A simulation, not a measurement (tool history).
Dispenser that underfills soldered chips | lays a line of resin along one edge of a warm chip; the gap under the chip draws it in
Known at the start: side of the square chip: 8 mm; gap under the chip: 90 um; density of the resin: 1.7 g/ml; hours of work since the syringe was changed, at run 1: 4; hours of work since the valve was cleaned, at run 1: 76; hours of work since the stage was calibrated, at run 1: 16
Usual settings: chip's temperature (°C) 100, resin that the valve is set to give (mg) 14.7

run   hour  chip's temperature (°C)  resin that the valve is set to give (mg)  hours of work since the syringe was changed  hours of work since the valve was cleaned  hours of work since the stage was calibrated  time until the resin shows at the far edge (s)  resin that the valve gave (mg)
  1    0.0                      100                                      14.7                                            4                                         76                                            16                                            76.4                           13.84
       2.9  -- dispensing valve cleaned and set on the balance
       4.7  -- new syringe of resin
  2    6.3                      100                                      18.6                                            1                                          3                                            20                                            61.3                           18.60
  3   10.0                      100                                      18.6                                            4                                          5                                            23                                            77.9                           18.49
      12.9  -- new syringe of resin
  4   14.2                      100                                      18.6                                            1                                          9                                            26                                            58.7                           18.59
  5   19.4                       87                                      14.7                                            5                                         13                                            30                                           134.6                           14.52
      21.4  -- new syringe of resin
  6   25.8                       87                                      18.1                                            3                                         18                                            35                                           110.6                           17.84
      29.6  -- new syringe of resin
  7   34.2                      100                                      14.7                                            4                                         24                                            42                                            78.1                           14.38
      37.9  -- new syringe of resin
  8   43.3                      100                                      14.7                                            4                                         31                                            49                                            82.9                           14.25
      46.7  -- new syringe of resin
  9   51.5                      100                                      14.7                                            4                                         37                                            55                                            78.4                           14.40
      55.0  -- new syringe of resin
 10   56.8                      100                                      14.7                                            1                                         41                                            59                                            65.0                           14.37
      63.3  -- new syringe of resin
 11   65.0                      100                                      14.7                                            1                                         48                                            65                                            64.0                           14.14
 12   69.6                      100                                      14.7                                            5                                         51                                            69                                            86.2                           14.15
      71.7  -- new syringe of resin
 13   73.7                      100                                      14.7                                            2                                         54                                            72                                            63.3                           14.12
      80.2  -- new syringe of resin
 14   82.7                      100                                      14.7                                            2                                         61                                            79                                            66.9                           14.14
      88.7  -- new syringe of resin
 15   88.8                      100                                      14.7                                            0                                         66                                            84                                            56.5                           13.95
      97.2  -- new syringe of resin
 16   97.2                      100                                      14.7                                            0                                         72                                            90                                            55.7                           13.87
     104.4  -- dispensing valve cleaned and set on the balance
     106.7  -- new syringe of resin
 17  107.1                      100                                      14.7                                            0                                          2                                            97                                            58.7                           14.65

Forecast run 18:
     115.6  -- new syringe of resin
 18  116.0                       86                                      13.2                                            0                                          9                                           104                                               ?                               ?

Run 18 gave time until the resin shows at the far edge (s) 96.8, resin that the valve gave (mg) 13.05.
Without the tool's hidden state the same run would have given time until the resin shows at the far edge (s) 90.8, resin that the valve gave (mg) 13.16.

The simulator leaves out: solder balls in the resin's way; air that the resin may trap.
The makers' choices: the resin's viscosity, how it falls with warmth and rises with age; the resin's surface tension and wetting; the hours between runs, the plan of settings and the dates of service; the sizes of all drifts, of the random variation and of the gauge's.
